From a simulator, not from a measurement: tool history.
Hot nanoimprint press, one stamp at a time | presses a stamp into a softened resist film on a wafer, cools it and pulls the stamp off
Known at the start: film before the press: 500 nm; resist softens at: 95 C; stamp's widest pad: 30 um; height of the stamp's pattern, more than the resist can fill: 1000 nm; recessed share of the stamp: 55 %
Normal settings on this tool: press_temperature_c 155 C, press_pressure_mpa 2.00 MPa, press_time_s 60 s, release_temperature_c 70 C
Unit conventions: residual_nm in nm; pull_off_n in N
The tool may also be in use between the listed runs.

run 1 day=0.000 | press_temperature_c=155 press_pressure_mpa=2.00 press_time_s=60 release_temperature_c=70 | residual_nm=221.3 pull_off_n=215
-- day=1.342 stamp cleaned and given a new release coat
run 2 day=3.396 | press_temperature_c=155 press_pressure_mpa=2.00 press_time_s=60 release_temperature_c=70 | residual_nm=222.6 pull_off_n=215
-- day=6.671 plate thermocouple calibrated
run 3 day=6.696 | press_temperature_c=155 press_pressure_mpa=2.00 press_time_s=60 release_temperature_c=70 | residual_nm=221.1 pull_off_n=218
run 4 day=8.354 | press_temperature_c=155 press_pressure_mpa=2.00 press_time_s=60 release_temperature_c=70 | residual_nm=220.5 pull_off_n=218
run 5 day=10.688 | press_temperature_c=155 press_pressure_mpa=2.00 press_time_s=60 release_temperature_c=70 | residual_nm=222.6 pull_off_n=214
run 6 day=14.342 | press_temperature_c=155 press_pressure_mpa=2.00 press_time_s=60 release_temperature_c=70 | residual_nm=224.7 pull_off_n=216
run 7 day=16.421 | press_temperature_c=155 press_pressure_mpa=1.40 press_time_s=60 release_temperature_c=70 | residual_nm=269.2 pull_off_n=211
-- day=17.125 stamp cleaned and given a new release coat
run 8 day=18.521 | press_temperature_c=155 press_pressure_mpa=2.00 press_time_s=60 release_temperature_c=70 | residual_nm=223.6 pull_off_n=214
run 9 day=21.446 | press_temperature_c=155 press_pressure_mpa=2.00 press_time_s=60 release_temperature_c=70 | residual_nm=223.0 pull_off_n=215
run 10 day=23.792 | press_temperature_c=155 press_pressure_mpa=2.00 press_time_s=60 release_temperature_c=63 | residual_nm=224.1 pull_off_n=243
run 11 day=26.142 | press_temperature_c=155 press_pressure_mpa=2.00 press_time_s=60 release_temperature_c=58 | residual_nm=224.5 pull_off_n=259
run 12 day=28.954 | press_temperature_c=155 press_pressure_mpa=2.00 press_time_s=60 release_temperature_c=58 | residual_nm=224.9 pull_off_n=255
run 13 day=31.867 | press_temperature_c=155 press_pressure_mpa=2.00 press_time_s=60 release_temperature_c=58 | residual_nm=226.3 pull_off_n=254
-- day=32.721 stamp cleaned and given a new release coat
run 14 day=35.550 | press_temperature_c=155 press_pressure_mpa=2.00 press_time_s=60 release_temperature_c=58 | residual_nm=224.6 pull_off_n=258
-- day=39.121 plate thermocouple calibrated
run 15 day=39.225 | press_temperature_c=155 press_pressure_mpa=2.00 press_time_s=60 release_temperature_c=58 | residual_nm=225.2 pull_off_n=254
run 16 day=41.079 | press_temperature_c=155 press_pressure_mpa=1.98 press_time_s=73 release_temperature_c=64 | residual_nm=211.3 pull_off_n=238
-- day=43.658 press's hydraulic seals changed and the load cell set to zero
run 17 day=44.946 | press_temperature_c=155 press_pressure_mpa=1.32 press_time_s=73 release_temperature_c=64 | residual_nm=263.3 pull_off_n=237
-- day=48.867 stamp cleaned and given a new release coat
run 18 day=48.883 | press_temperature_c=156 press_pressure_mpa=2.00 press_time_s=73 release_temperature_c=70 | residual_nm=203.3 pull_off_n=216
run 19 day=50.921 | press_temperature_c=146 press_pressure_mpa=2.00 press_time_s=35 release_temperature_c=70 | residual_nm=350.7 pull_off_n=210
run 20 day=53.004 | press_temperature_c=146 press_pressure_mpa=2.00 press_time_s=35 release_temperature_c=70 | residual_nm=350.4 pull_off_n=219
run 21 day=55.792 | press_temperature_c=146 press_pressure_mpa=2.00 press_time_s=35 release_temperature_c=70 | residual_nm=353.0 pull_off_n=220
run 22 day=58.071 | press_temperature_c=146 press_pressure_mpa=2.00 press_time_s=118 release_temperature_c=74 | residual_nm=250.8 pull_off_n=198
run 23 day=59.683 | press_temperature_c=146 press_pressure_mpa=2.00 press_time_s=51 release_temperature_c=74 | residual_nm=320.9 pull_off_n=201
run 24 day=61.883 | press_temperature_c=149 press_pressure_mpa=2.00 press_time_s=33 release_temperature_c=75 | residual_nm=329.4 pull_off_n=193
-- day=64.442 stamp cleaned and given a new release coat
run 25 day=65.096 | press_temperature_c=155 press_pressure_mpa=1.67 press_time_s=57 release_temperature_c=70 | residual_nm=254.2 pull_off_n=214
run 26 day=67.208 | press_temperature_c=155 press_pressure_mpa=1.67 press_time_s=57 release_temperature_c=70 | residual_nm=254.6 pull_off_n=217
run 27 day=69.358 | press_temperature_c=158 press_pressure_mpa=2.00 press_time_s=60 release_temperature_c=55 | residual_nm=204.8 pull_off_n=269
-- day=72.179 plate thermocouple calibrated
run 28 day=72.567 | press_temperature_c=155 press_pressure_mpa=2.00 press_time_s=60 release_temperature_c=61 | residual_nm=227.2 pull_off_n=245
run 29 day=74.154 | press_temperature_c=155 press_pressure_mpa=2.00 press_time_s=44 release_temperature_c=70 | residual_nm=248.8 pull_off_n=213

Each row is a separate what-if for the run after 29, all from the same tool condition, not one after another. Results?
run A day=77.146 | press_temperature_c=155 press_pressure_mpa=2.00 press_time_s=58 release_temperature_c=70 | residual_nm=? pull_off_n=?
run B day=77.146 | press_temperature_c=155 press_pressure_mpa=1.42 press_time_s=60 release_temperature_c=70 | residual_nm=? pull_off_n=?
run C day=77.146 | press_temperature_c=145 press_pressure_mpa=2.41 press_time_s=60 release_temperature_c=70 | residual_nm=? pull_off_n=?
run D day=77.146 | press_temperature_c=155 press_pressure_mpa=2.01 press_time_s=118 release_temperature_c=70 | residual_nm=? pull_off_n=?
run E day=77.146 | press_temperature_c=152 press_pressure_mpa=2.00 press_time_s=106 release_temperature_c=63 | residual_nm=? pull_off_n=?

run=A residual_nm=229.4 pull_off_n=215
run=B residual_nm=270.7 pull_off_n=209
run=C residual_nm=293.1 pull_off_n=213
run=D residual_nm=179.3 pull_off_n=214
run=E residual_nm=209.3 pull_off_n=241
Stripped of hidden state, with their random variation kept, the same runs would have yielded:
run=A residual_nm=224.0 pull_off_n=215
run=B residual_nm=264.4 pull_off_n=208
run=C residual_nm=286.2 pull_off_n=212
run=D residual_nm=175.0 pull_off_n=214
run=E residual_nm=204.4 pull_off_n=240
